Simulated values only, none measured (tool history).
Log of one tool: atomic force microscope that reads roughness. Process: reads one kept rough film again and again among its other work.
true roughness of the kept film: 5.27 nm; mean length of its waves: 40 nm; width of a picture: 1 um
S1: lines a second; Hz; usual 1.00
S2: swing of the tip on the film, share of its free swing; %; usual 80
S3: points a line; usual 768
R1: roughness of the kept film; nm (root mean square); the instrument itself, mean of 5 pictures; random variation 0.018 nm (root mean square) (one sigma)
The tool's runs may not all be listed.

Run 1, hour 0.0: usual settings. Result: R1 4.452 nm (root mean square).
Run 2, hour 17.3: usual settings. Result: R1 4.414 nm (root mean square).
Run 3, hour 42.2: usual settings. Result: R1 4.365 nm (root mean square).
Run 4, hour 70.7: usual settings. Result: R1 4.285 nm (root mean square).
Run 5, hour 92.3: usual settings. Result: R1 4.250 nm (root mean square).
Run 6, hour 124.1: usual settings but S1 1.46 Hz. Result: R1 4.012 nm (root mean square).
Run 7, hour 143.4: usual settings but S1 1.46 Hz. Result: R1 3.964 nm (root mean square).
Run 8, hour 158.6: usual settings. Result: R1 4.096 nm (root mean square).
Run 9, hour 174.9: usual settings. Result: R1 4.074 nm (root mean square).
Run 10, hour 188.8: usual settings. Result: R1 4.042 nm (root mean square).
Run 11, hour 219.8: usual settings. Result: R1 4.004 nm (root mean square).
Run 12, hour 250.7: usual settings. Result: R1 3.916 nm (root mean square).
Run 13, hour 264.3: usual settings. Result: R1 3.885 nm (root mean square).
Run 14, hour 290.1: usual settings but S2 63 %. Result: R1 4.122 nm (root mean square).
Run 15, hour 313.4: usual settings but S2 63 %. Result: R1 4.666 nm (root mean square).
Run 16, hour 340.4: usual settings but S2 63 %. Result: R1 4.641 nm (root mean square).
Run 17, hour 369.9: usual settings but S2 63 %, S3 382. Result: R1 4.578 nm (root mean square).
Run 18, hour 395.2: usual settings but S2 63 %, S3 382. Result: R1 4.496 nm (root mean square).
Run 19, hour 414.0: usual settings but S2 63 %, S3 295. Result: R1 4.467 nm (root mean square).
Run 20, hour 439.7: usual settings but S2 62 %, S3 295. Result: R1 4.416 nm (root mean square).
Run 21, hour 471.4: usual settings but S3 295. Result: R1 4.052 nm (root mean square).
Run 22, hour 485.8: usual settings but S1 3.62 Hz, S2 58 %. Result: R1 4.062 nm (root mean square).
Run 23, hour 505.2: usual settings but S1 3.81 Hz, S2 62 %, S3 371. Result: R1 3.892 nm (root mean square).
Run 24, hour 535.9: usual settings but S1 2.57 Hz, S2 58 %, S3 371. Result: R1 4.103 nm (root mean square).
Run 25, hour 565.5: usual settings but S1 0.69 Hz, S2 61 %, S3 1014. Result: R1 4.265 nm (root mean square).

Not shown: 1 entry that the log had between the listed runs. Between which runs, and how does the tool's hidden state differ before and after?
Between runs 14 and 15: new tip fitted (hour 305.9)
  radius of the tip, nm: 17.5 -> 5.7
  measured less the result without the state, R1: -0.623 -> -0.035 nm (root mean square)
